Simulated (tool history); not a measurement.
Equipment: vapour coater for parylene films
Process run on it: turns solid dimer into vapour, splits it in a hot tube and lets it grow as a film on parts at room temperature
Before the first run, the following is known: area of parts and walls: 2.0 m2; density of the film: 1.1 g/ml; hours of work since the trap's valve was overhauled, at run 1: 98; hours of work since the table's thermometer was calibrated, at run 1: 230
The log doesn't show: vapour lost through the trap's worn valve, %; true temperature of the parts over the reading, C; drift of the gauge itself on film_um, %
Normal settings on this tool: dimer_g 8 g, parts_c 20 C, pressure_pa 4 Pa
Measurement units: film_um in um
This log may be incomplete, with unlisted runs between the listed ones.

run    day  dimer_g  parts_c  pressure_pa  hours of work since the trap's valve was overhauled  hours of work since the table's thermometer was calibrated  film_um
  1      0        8       20            4                                                   98                                                         230     1.83
  2   0.65        8       20            4                                                  111                                                         243     1.82
  3  1.371        8       20            4                                                  126                                                         258     1.81
  4  1.704        8       20            4                                                  133                                                         265     1.84
  5  2.492        8       20            4                                                  149                                                         281     1.83
  6  2.929        8       20            4                                                  158                                                         290     1.83
  7  3.283        8       20            4                                                  165                                                         297     1.84
  8  3.904        8       20            4                                                  178                                                         310     1.79
  9  4.617        8       20          3.5                                                  192                                                         324     1.86
 10  5.342        8       20         2.58                                                  207                                                         339     1.92
 11  5.717        8       20         4.38                                                  215                                                         347     1.82

Here are 4 independent what-if runs from the current tool condition. What would each one return?
  A  6.067       12       20            4                                                  222                                                         354        ?
  B  6.067        8       12            4                                                  222                                                         354        ?
  C  6.067        8       27            4                                                  222                                                         354        ?
  D  6.067        5       13            4                                                  222                                                         354        ?

run  film_um
  A     2.75
  B     2.33
  C     1.49
  D      1.4
What these runs would have given with no unlogged condition in the tool:
run  film_um
  A     2.76
  B     2.33
  C      1.5
  D      1.4
